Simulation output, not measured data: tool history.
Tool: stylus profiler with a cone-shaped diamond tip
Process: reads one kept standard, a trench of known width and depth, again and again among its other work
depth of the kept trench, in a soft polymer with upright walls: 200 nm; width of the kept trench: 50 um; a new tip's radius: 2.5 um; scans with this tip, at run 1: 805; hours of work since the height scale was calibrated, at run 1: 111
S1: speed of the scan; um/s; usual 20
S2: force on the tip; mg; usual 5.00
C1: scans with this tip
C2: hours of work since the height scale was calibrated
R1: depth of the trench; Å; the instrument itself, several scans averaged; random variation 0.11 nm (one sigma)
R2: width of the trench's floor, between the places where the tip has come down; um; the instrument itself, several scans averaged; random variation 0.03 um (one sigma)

run   hour  S1     S2    C1   C2      R1     R2
  1    0.0  20   5.00   805  111  2026.2  47.94
  2   28.7  20   5.00   962  133  2029.3  47.93
  3   61.0  20   5.00  1139  157  2029.5  47.91
  4   85.3   5   5.00  1271  176  2027.7  47.95
  5  110.0   7   5.00  1407  194  2027.7  47.91
  6  147.2   7   5.00  1611  222  2028.8  47.92
  7  164.7  20   3.19  1706  236  2021.9  47.90
  8  205.7  20   3.19  1931  267  2022.8  47.88
  9  233.0  20   5.00  2080  287  2029.3  47.87
 10  273.3  20   5.00  2300  318  2030.6  47.93
 11  310.1  40   5.00  2502  345  2030.4  47.78
 12  340.2  40   5.00  2666  368  2029.7  47.88
 13  366.6  40   5.00  2811  388  2030.3  47.82
 14  405.1  40   5.00  3021  417  2031.1  47.78
 15  427.8  40   5.00  3146  434  2030.7  47.79
     431.8  -- height scale calibrated on a step standard
 16  462.4   8   5.42  3332   23  2034.2  47.82
 17  481.8   8   5.42  3438   38  2032.5  47.93
 18  503.2   8   3.78  3556   54  2027.7  47.76
 19  523.2  12   5.00  3665   69  2033.2  47.81
 20  564.9  12   5.00  3893  101  2033.5  47.81
 21  583.4  12   5.00  3994  115  2033.7  47.82
 22  607.3  57   3.19  4125  133  2026.3  47.75
 23  624.8  13   9.63  4221  146  2047.3  47.78
 24  654.9   6  10.06  4386  169  2050.3  47.74
     683.1  -- height scale calibrated on a step standard, once more
 25  693.5  11  10.06  4594    8  2042.4  47.76
 26  716.9  13   3.65  4722   26  2022.4  47.74
 27  747.7  13   3.65  4890   49  2022.9  47.78

Some steps in R1 between neighbouring runs. How much of each would the tool show without its hidden state too (settings, what came in, random variation), and how much is left for the hidden state, with any gauge scatter that isn't in both results?
The hidden state here: radius of the tip, um; height scale over the true one, %; drift of the gauge itself on depth_nm, %; drift of the gauge itself on floor_um, %.
Run 15 -> 16: S1 40 -> 8, S2 5.00 -> 5.42, height scale calibrated on a step standard. R1 +3.5 Å: hidden state +1.4, all else +2.1.
Run 22 -> 23: S1 57 -> 13, S2 3.19 -> 9.63. R1 +21.0 Å: hidden state +0.1, all else +20.9.
Run 24 -> 25: S1 6 -> 11, height scale calibrated on a step standard, once more. R1 -7.9 Å: hidden state -6.7, all else -1.2.
Run 25 -> 26: S1 11 -> 13, S2 10.06 -> 3.65. R1 -20.0 Å: hidden state +0.2, all else -20.2.
